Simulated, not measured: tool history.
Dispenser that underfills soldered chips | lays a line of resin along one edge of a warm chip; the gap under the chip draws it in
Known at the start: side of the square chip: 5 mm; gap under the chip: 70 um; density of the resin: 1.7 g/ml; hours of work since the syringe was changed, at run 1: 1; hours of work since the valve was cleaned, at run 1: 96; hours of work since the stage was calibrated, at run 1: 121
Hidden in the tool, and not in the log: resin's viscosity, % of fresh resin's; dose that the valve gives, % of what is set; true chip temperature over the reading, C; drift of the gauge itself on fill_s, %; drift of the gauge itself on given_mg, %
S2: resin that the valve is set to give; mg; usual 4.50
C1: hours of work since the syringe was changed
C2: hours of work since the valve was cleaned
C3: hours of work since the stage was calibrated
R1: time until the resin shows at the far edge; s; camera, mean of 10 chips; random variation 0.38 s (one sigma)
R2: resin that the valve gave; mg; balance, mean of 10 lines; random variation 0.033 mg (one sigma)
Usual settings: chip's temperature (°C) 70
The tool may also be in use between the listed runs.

{"run": 1, "hour": 0.0, "chip's temperature (°C)": 70, "S2": 4.5, "C1": 1, "C2": 96, "C3": 121, "R1": 26.0, "R2": 4.08}
{"run": 2, "hour": 10.5, "chip's temperature (°C)": 70, "S2": 4.5, "C1": 9, "C2": 104, "C3": 129, "R1": 41.3, "R2": 4.14}
{"hour": 11.5, "done": "new syringe of resin"}
{"hour": 13.6, "done": "dispensing valve cleaned and set on the balance"}
{"run": 3, "hour": 21.1, "chip's temperature (°C)": 70, "S2": 4.5, "C1": 6, "C2": 6, "C3": 136, "R1": 34.3, "R2": 4.44}
{"hour": 26.4, "done": "new syringe of resin"}
{"run": 4, "hour": 33.0, "chip's temperature (°C)": 70, "S2": 4.5, "C1": 5, "C2": 14, "C3": 145, "R1": 31.9, "R2": 4.47}
{"hour": 39.8, "done": "new syringe of resin"}
{"run": 5, "hour": 47.6, "chip's temperature (°C)": 70, "S2": 4.19, "C1": 6, "C2": 25, "C3": 156, "R1": 33.3, "R2": 4.09}
{"hour": 53.9, "done": "new syringe of resin"}
{"run": 6, "hour": 60.1, "chip's temperature (°C)": 70, "S2": 4.19, "C1": 5, "C2": 35, "C3": 165, "R1": 31.7, "R2": 4.09}
{"hour": 67.2, "done": "new syringe of resin"}
{"run": 7, "hour": 74.9, "chip's temperature (°C)": 62, "S2": 4.5, "C1": 6, "C2": 46, "C3": 176, "R1": 52.6, "R2": 4.36}
{"hour": 81.2, "done": "new syringe of resin"}
{"run": 8, "hour": 83.9, "chip's temperature (°C)": 62, "S2": 4.5, "C1": 2, "C2": 52, "C3": 183, "R1": 41.3, "R2": 4.3}
{"run": 9, "hour": 92.5, "chip's temperature (°C)": 70, "S2": 4.5, "C1": 9, "C2": 59, "C3": 189, "R1": 40.4, "R2": 4.25}
{"hour": 95.2, "done": "new syringe of resin"}
{"run": 10, "hour": 104.8, "chip's temperature (°C)": 70, "S2": 4.1, "C1": 7, "C2": 68, "C3": 198, "R1": 37.1, "R2": 3.89}
{"hour": 108.7, "done": "new syringe of resin"}
{"run": 11, "hour": 115.8, "chip's temperature (°C)": 70, "S2": 4.1, "C1": 5, "C2": 76, "C3": 206, "R1": 34.0, "R2": 3.85}
{"hour": 123.1, "done": "new syringe of resin"}
{"run": 12, "hour": 127.3, "chip's temperature (°C)": 70, "S2": 4.1, "C1": 3, "C2": 85, "C3": 215, "R1": 29.5, "R2": 3.77}
{"hour": 137.5, "done": "new syringe of resin"}
{"run": 13, "hour": 142.3, "chip's temperature (°C)": 70, "S2": 4.5, "C1": 4, "C2": 96, "C3": 226, "R1": 29.7, "R2": 4.15}
{"run": 14, "hour": 149.0, "chip's temperature (°C)": 70, "S2": 4.5, "C1": 9, "C2": 101, "C3": 231, "R1": 41.6, "R2": 4.09}
{"hour": 151.7, "done": "new syringe of resin"}
{"hour": 156.2, "done": "dispensing valve cleaned and set on the balance"}
{"run": 15, "hour": 159.5, "chip's temperature (°C)": 70, "S2": 4.5, "C1": 5, "C2": 2, "C3": 238, "R1": 32.4, "R2": 4.51}
{"hour": 166.5, "done": "new syringe of resin"}
{"run": 16, "hour": 173.9, "chip's temperature (°C)": 64, "S2": 4.5, "C1": 6, "C2": 13, "C3": 249, "R1": 46.4, "R2": 4.45}
{"hour": 179.8, "done": "new syringe of resin"}
{"run": 17, "hour": 184.4, "chip's temperature (°C)": 64, "S2": 4.5, "C1": 4, "C2": 21, "C3": 257, "R1": 41.9, "R2": 4.41}
{"hour": 193.5, "done": "new syringe of resin"}
{"run": 18, "hour": 196.6, "chip's temperature (°C)": 65, "S2": 5.64, "C1": 2, "C2": 30, "C3": 266, "R1": 35.1, "R2": 5.43}
{"hour": 206.9, "done": "new syringe of resin"}
{"run": 19, "hour": 206.9, "chip's temperature (°C)": 61, "S2": 3.93, "C1": 0, "C2": 38, "C3": 273, "R1": 40.3, "R2": 3.76}
{"run": 20, "hour": 219.6, "chip's temperature (°C)": 60, "S2": 5.21, "C1": 10, "C2": 47, "C3": 283, "R1": 71.6, "R2": 4.99}
{"hour": 221.2, "done": "new syringe of resin"}
{"run": 21, "hour": 233.7, "chip's temperature (°C)": 64, "S2": 4.51, "C1": 10, "C2": 58, "C3": 293, "R1": 58.9, "R2": 4.26}
{"hour": 235.1, "done": "new syringe of resin"}
{"run": 22, "hour": 240.9, "chip's temperature (°C)": 57, "S2": 5.42, "C1": 4, "C2": 63, "C3": 299, "R1": 64.0, "R2": 5.11}
{"hour": 248.2, "done": "new syringe of resin"}
{"run": 23, "hour": 253.1, "chip's temperature (°C)": 82, "S2": 5.44, "C1": 4, "C2": 72, "C3": 308, "R1": 16.4, "R2": 5.05}
{"hour": 261.4, "done": "new syringe of resin"}
{"run": 24, "hour": 261.4, "chip's temperature (°C)": 82, "S2": 5.44, "C1": 0, "C2": 78, "C3": 314, "R1": 12.8, "R2": 5.04}
{"hour": 275.0, "done": "new syringe of resin"}
{"run": 25, "hour": 276.4, "chip's temperature (°C)": 67, "S2": 5.23, "C1": 1, "C2": 89, "C3": 325, "R1": 30.8, "R2": 4.85}
{"run": 26, "hour": 282.8, "chip's temperature (°C)": 67, "S2": 4.68, "C1": 6, "C2": 94, "C3": 330, "R1": 40.6, "R2": 4.28}
{"hour": 288.4, "done": "new syringe of resin"}
{"run": 27, "hour": 294.3, "chip's temperature (°C)": 78, "S2": 5.1, "C1": 4, "C2": 103, "C3": 338, "R1": 21.3, "R2": 4.65}
{"hour": 299.6, "done": "dispensing valve cleaned and set on the balance"}
{"hour": 302.8, "done": "new syringe of resin"}
{"run": 28, "hour": 305.4, "chip's temperature (°C)": 61, "S2": 4.77, "C1": 2, "C2": 4, "C3": 346, "R1": 45.0, "R2": 4.79}
{"hour": 317.0, "done": "new syringe of resin"}
{"run": 29, "hour": 318.6, "chip's temperature (°C)": 60, "S2": 5.32, "C1": 1, "C2": 14, "C3": 355, "R1": 44.7, "R2": 5.18}
{"hour": 330.1, "done": "new syringe of resin"}
{"run": 30, "hour": 330.1, "chip's temperature (°C)": 80, "S2": 4.01, "C1": 0, "C2": 22, "C3": 364, "R1": 16.0, "R2": 3.91}
{"run": 31, "hour": 342.5, "chip's temperature (°C)": 66, "S2": 4.0, "C1": 9, "C2": 32, "C3": 373, "R1": 57.1, "R2": 3.98}
{"hour": 343.5, "done": "new syringe of resin"}
{"run": 32, "hour": 349.3, "chip's temperature (°C)": 77, "S2": 4.3, "C1": 4, "C2": 37, "C3": 378, "R1": 23.2, "R2": 4.2}
{"hour": 356.7, "done": "new syringe of resin"}
{"run": 33, "hour": 363.4, "chip's temperature (°C)": 79, "S2": 5.14, "C1": 5, "C2": 47, "C3": 389, "R1": 20.5, "R2": 4.9}
{"hour": 370.0, "done": "new syringe of resin"}
{"run": 34, "hour": 377.1, "chip's temperature (°C)": 79, "S2": 5.14, "C1": 5, "C2": 57, "C3": 399, "R1": 21.4, "R2": 4.84}

Measured less the same run without the tool's hidden state. The same run-to-run variation is in both; the gauge's scatter may not be:
run=1 R1=+3.0 R2=-0.39
run=2 R1=+18.3 R2=-0.42
run=3 R1=+11.8 R2=-0.02
run=4 R1=+9.2 R2=-0.05
run=5 R1=+10.5 R2=-0.09
run=6 R1=+8.4 R2=-0.12
run=7 R1=+17.5 R2=-0.18
run=8 R1=+7.2 R2=-0.20
run=9 R1=+17.4 R2=-0.23
run=10 R1=+14.0 R2=-0.24
run=11 R1=+11.0 R2=-0.27
run=12 R1=+6.5 R2=-0.30
run=13 R1=+7.8 R2=-0.38
run=14 R1=+18.4 R2=-0.41
run=15 R1=+9.5 R2=+0.00
run=16 R1=+15.5 R2=-0.04
run=17 R1=+10.1 R2=-0.08
run=18 R1=+6.3 R2=-0.15
run=19 R1=+3.2 R2=-0.12
run=20 R1=+33.6 R2=-0.22
run=21 R1=+27.9 R2=-0.23
run=22 R1=+18.6 R2=-0.30
run=23 R1=+4.0 R2=-0.36
run=24 R1=+0.8 R2=-0.38
run=25 R1=+3.8 R2=-0.41
run=26 R1=+14.2 R2=-0.40
run=27 R1=+6.5 R2=-0.47
run=28 R1=+8.7 R2=-0.03
run=29 R1=+6.7 R2=-0.08
run=30 R1=+1.6 R2=-0.09
run=31 R1=+27.7 R2=-0.12
run=32 R1=+6.8 R2=-0.14
run=33 R1=+6.7 R2=-0.22
run=34 R1=+7.0 R2=-0.27

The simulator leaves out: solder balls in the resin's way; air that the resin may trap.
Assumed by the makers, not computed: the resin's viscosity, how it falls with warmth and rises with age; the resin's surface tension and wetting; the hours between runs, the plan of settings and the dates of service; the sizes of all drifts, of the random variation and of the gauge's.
